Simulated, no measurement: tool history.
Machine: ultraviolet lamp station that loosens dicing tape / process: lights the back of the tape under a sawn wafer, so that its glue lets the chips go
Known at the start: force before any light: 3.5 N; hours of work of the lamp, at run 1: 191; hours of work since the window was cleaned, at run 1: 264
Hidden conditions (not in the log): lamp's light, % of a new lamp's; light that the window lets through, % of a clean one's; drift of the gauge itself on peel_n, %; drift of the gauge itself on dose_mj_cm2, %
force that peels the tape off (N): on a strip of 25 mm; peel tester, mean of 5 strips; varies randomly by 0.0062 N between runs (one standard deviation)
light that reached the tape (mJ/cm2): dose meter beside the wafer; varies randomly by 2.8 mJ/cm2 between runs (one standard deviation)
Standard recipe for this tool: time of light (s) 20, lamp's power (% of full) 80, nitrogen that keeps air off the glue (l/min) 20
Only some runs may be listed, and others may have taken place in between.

run	day	time of light (s)	lamp's power (% of full)	nitrogen that keeps air off the glue (l/min)	hours of work of the lamp	hours of work since the window was cleaned	force that peels the tape off (N)	light that reached the tape (mJ/cm2)
1	0.000	20	80	20	191	264	0.219	344
2	0.417	20	80	20	198	271	0.221	335
3	0.954	20	80	20	207	280	0.218	334
4	1.567	20	80	20	217	290	0.230	334
5	2.292	20	80	20	229	302	0.218	339
6	2.817	20	80	20	238	311	0.228	335
7	3.546	20	80	20	250	323	0.234	329
8	4.038	20	80	20	259	332	0.233	324
9	4.379	20	80	20	264	337	0.231	330
10	4.929	20	80	20	273	347	0.230	324
11	5.312	20	80	20	280	353	0.234	328
12	5.892	20	80	28	290	363	0.198	324
13	6.283	20	80	20	296	369	0.229	317
14	6.638	20	80	20	302	375	0.243	320
15	7.229	20	80	20	312	385	0.243	317
16	7.554	20	80	20	318	391	0.242	320
17	8.317	20	62	20	330	403	0.364	246
18	9.038	20	68	10	342	415	0.493	263
19	9.733	20	68	10	354	427	0.513	264
20	10.500	11	81	19	367	440	0.644	172
21	11.188	13	80	14	379	452	0.611	200
22	11.829	13	80	14	389	462	0.648	197
23	12.412	12	99	8	399	472	0.740	228
24	13.096	18	88	8	410	484	0.479	306
25	13.688	28	81	8	420	493	0.282	425
26	14.429	20	64	7	433	506	0.733	236
27	15.150	20	90	7	445	518	0.442	338
28	15.733	29	63	7	455	528	0.421	337
29	16.238	12	80	37	463	536	0.454	174
30	16.612	12	80	37	470	543	0.433	181
31	16.992	12	71	8	476	549	1.150	158
32	17.400	12	71	8	483	556	1.183	157

Hidden state or all else? Some run-to-run changes of force that peels the tape off (N), split into what the settings, what came in and random variation would give without the hidden state, and what is left for the hidden state (with any gauge scatter that isn't in both results):
Run 24 -> 25: time of light (s) 18 -> 28, lamp's power (% of full) 88 -> 81. force that peels the tape off (N) -0.197: hidden state -0.085, all else -0.112.
Run 25 -> 26: time of light (s) 28 -> 20, lamp's power (% of full) 81 -> 64, nitrogen that keeps air off the glue (l/min) 8 -> 7. force that peels the tape off (N) +0.451: hidden state +0.153, all else +0.298.
Run 26 -> 27: lamp's power (% of full) 64 -> 90. force that peels the tape off (N) -0.291: hidden state -0.077, all else -0.214.
Run 30 -> 31: lamp's power (% of full) 80 -> 71, nitrogen that keeps air off the glue (l/min) 37 -> 8. force that peels the tape off (N) +0.717: hidden state +0.159, all else +0.558.
